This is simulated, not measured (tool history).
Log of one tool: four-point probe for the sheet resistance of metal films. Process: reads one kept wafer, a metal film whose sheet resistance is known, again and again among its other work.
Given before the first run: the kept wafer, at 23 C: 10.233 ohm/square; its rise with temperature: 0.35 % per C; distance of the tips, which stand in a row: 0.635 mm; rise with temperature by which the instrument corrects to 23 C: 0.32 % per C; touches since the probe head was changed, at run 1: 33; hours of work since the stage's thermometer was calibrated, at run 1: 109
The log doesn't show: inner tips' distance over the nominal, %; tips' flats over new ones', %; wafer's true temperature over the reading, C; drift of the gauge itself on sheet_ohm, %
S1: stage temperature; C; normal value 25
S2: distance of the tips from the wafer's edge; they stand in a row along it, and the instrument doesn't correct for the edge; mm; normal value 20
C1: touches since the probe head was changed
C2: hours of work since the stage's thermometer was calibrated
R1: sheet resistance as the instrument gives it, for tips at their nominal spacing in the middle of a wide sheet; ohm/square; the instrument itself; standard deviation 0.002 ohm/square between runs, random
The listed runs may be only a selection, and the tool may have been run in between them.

run	hour	S1	S2	C1	C2	R1
1	0.0	25	20	33	109	10.243941
2	13.3	25	20	245	119	10.243536
3	26.3	25	20	453	129	10.239582
4	43.5	25	20	728	142	10.244865
5	57.3	25	4	949	153	10.371893
6	68.7	25	20	1131	162	10.242410
7	76.9	25	20	1262	168	10.246397
8	90.0	27	20	1471	179	10.248178
9	100.0	27	3	1630	186	10.489050
10	110.7	27	3	1802	195	10.486066
11	125.8	26	20	2043	206	10.247559
12	137.1	26	20	2224	215	10.248134
13	147.7	25	20	2394	223	10.246171
14	155.4	25	20	2515	229	10.243672
15	163.6	25	20	2646	236	10.245558
16	178.2	25	20	2879	247	10.247090
17	187.3	25	7	3026	254	10.285083
18	201.6	25	7	3254	265	10.284768
19	212.4	25	7	3426	273	10.285861
20	225.9	25	5	3643	284	10.329210
21	240.6	19	20	3878	295	10.222449
22	254.2	25	20	4094	306	10.246605
23	267.0	25	20	4299	316	10.244273
# hour 268.8: stage's thermometer calibrated
24	275.0	21	9	4419	5	10.253903
25	291.5	21	9	4682	18	10.262199
# hour 296.0: stage's thermometer calibrated, once more
26	306.4	21	9	4912	8	10.247111
27	317.1	21	9	5083	16	10.251635
28	334.3	25	20	5359	30	10.240677
29	351.4	25	20	5631	43	10.242266
30	367.5	25	20	5889	55	10.241337
31	377.3	24	16	6045	63	10.243061
32	388.9	20	69	6231	72	10.221395
33	399.3	26	29	6396	80	10.247654
34	409.2	24	42	6555	88	10.234783
35	417.4	34	43	6686	94	10.268728
36	425.2	34	43	6810	100	10.267001
37	435.6	22	20	6977	108	10.233762
38	444.2	30	20	7113	115	10.255860
39	452.9	18	17	7253	122	10.224445
40	461.0	20	8	7382	128	10.256473
41	471.5	20	8	7549	136	10.259575
42	483.3	20	8	7738	145	10.256731
43	499.0	20	8	7989	157	10.254235
44	509.9	25	3	8164	166	10.482575

Consider 5 possible next runs. They are alternatives, not a sequence: every one starts from the tool as it was left by run 44. What does each give?
A	517.7	19	20	8288	172	?
B	517.7	24	38	8288	172	?
C	517.7	18	39	8288	172	?
D	517.7	26	23	8288	172	?
E	517.7	27	26	8288	172	?

run	R1
A	10.224165
B	10.239217
C	10.218494
D	10.251141
E	10.251351
Without the tool's unlogged condition, the same runs would have read:
run	R1
A	10.223268
B	10.238352
C	10.217590
D	10.250288
E	10.250504
